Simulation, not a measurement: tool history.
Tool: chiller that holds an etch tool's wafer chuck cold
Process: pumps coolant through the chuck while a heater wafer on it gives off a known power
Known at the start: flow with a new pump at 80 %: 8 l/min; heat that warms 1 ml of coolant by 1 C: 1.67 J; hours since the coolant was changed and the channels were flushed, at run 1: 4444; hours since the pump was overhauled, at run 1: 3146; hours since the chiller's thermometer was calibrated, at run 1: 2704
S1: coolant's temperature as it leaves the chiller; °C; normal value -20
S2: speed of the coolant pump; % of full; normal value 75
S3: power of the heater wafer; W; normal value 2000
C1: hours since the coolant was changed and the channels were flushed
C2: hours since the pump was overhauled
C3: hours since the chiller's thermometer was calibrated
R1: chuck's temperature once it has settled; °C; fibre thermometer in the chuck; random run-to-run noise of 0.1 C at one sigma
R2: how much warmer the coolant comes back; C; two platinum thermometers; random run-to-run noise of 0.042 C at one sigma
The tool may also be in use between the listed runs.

run 1 hour=0 | S1=-20 S2=75 S3=2000 | C1=4444 C2=3146 C3=2704 | R1=-1.7 R2=9.73
run 2 hour=91.2 | S1=-20 S2=75 S3=2000 | C1=4535 C2=3237 C3=2795 | R1=-1.8 R2=9.66
-- hour=157.6 chiller's thermometer calibrated
run 3 hour=216.4 | S1=-20 S2=75 S3=2000 | C1=4660 C2=3361 C3=59 | R1=-1.8 R2=9.67
run 4 hour=315.5 | S1=-20 S2=75 S3=2000 | C1=4759 C2=3460 C3=158 | R1=-1.7 R2=9.67
run 5 hour=381.6 | S1=-20 S2=75 S3=2000 | C1=4825 C2=3526 C3=224 | R1=-1.8 R2=9.66
run 6 hour=486.4 | S1=-20 S2=75 S3=2000 | C1=4930 C2=3631 C3=329 | R1=-1.9 R2=9.63
run 7 hour=544.6 | S1=-20 S2=75 S3=2000 | C1=4988 C2=3689 C3=387 | R1=-1.7 R2=9.68
run 8 hour=677.6 | S1=-20 S2=75 S3=2000 | C1=5121 C2=3822 C3=520 | R1=-1.9 R2=9.58
run 9 hour=751.4 | S1=-17 S2=75 S3=2000 | C1=5195 C2=3896 C3=594 | R1=1.3 R2=9.52
run 10 hour=816.2 | S1=-20 S2=75 S3=2000 | C1=5259 C2=3961 C3=659 | R1=-1.8 R2=9.55
run 11 hour=927.1 | S1=-20 S2=75 S3=1654 | C1=5370 C2=4072 C3=770 | R1=-4.9 R2=7.88
run 12 hour=1065.2 | S1=-20 S2=75 S3=1654 | C1=5508 C2=4210 C3=908 | R1=-4.9 R2=7.84
run 13 hour=1161.5 | S1=-20 S2=75 S3=1654 | C1=5605 C2=4306 C3=1004 | R1=-4.9 R2=7.87

Run 14 has not been measured yet. What should we expect?
run 14 hour=1294.3 | S1=-12 S2=83 S3=2805 | C1=5738 C2=4439 C3=1137 | R1=? R2=?

R1: 11.8 °C
R2: 11.93 C
With no hidden state in the tool, this same run would have given R1 11.7 °C, R2 12.07 C.
